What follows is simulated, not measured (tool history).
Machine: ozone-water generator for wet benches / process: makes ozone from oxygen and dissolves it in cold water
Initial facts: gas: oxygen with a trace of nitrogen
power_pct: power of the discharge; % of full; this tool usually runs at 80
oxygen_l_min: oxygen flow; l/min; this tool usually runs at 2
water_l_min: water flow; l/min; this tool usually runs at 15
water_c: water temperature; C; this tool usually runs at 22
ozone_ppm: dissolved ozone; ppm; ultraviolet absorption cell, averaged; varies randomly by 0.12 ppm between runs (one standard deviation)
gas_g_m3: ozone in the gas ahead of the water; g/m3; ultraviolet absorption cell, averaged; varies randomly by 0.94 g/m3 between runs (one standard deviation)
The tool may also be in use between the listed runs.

run,day,power_pct,oxygen_l_min,water_l_min,water_c,ozone_ppm,gas_g_m3
1,0,80,2,15,22,9.4,156.9
2,5.575,80,2,15,22,9.5,158
3,10.675,80,2,15,22,9.6,157.6
4,14.679,80,2,15,22,9.7,157.2
5,19.154,80,2,15,22,9.5,156.7
6,24.179,80,2,14,22,10.1,157.3
7,27.371,80,2,15,22,9.3,156.5
8,32.058,99,2.01,20,25,7.6,185.4
9,35.612,43,2.33,16,25,5.4,90.8
10,38.392,95,2.33,11,25,14.5,165.2
11,41.488,95,1.02,11,18,13.5,249.5
12,44.342,59,2.57,11,20,10.9,110.3
13,48.221,59,2.57,11,20,10.6,109.3
# day 52.625: water thermometer calibrated
14,52.625,40,2,15,22,5.9,92.4

Below are 3 alternative next runs, each starting from the tool's condition after run 14. Predict each:
A,58.796,80,1.91,20,28,?,?
B,58.796,80,1.29,11,22,?,?
C,58.796,40,3.15,10,22,?,?

run,ozone_ppm,gas_g_m3
A,6.2,160
B,12,195.5
C,8.5,73.7
Without the tool's hidden state the same runs would have given:
run,ozone_ppm,gas_g_m3
A,6.3,162.5
B,12.1,198.6
C,8.6,74.8
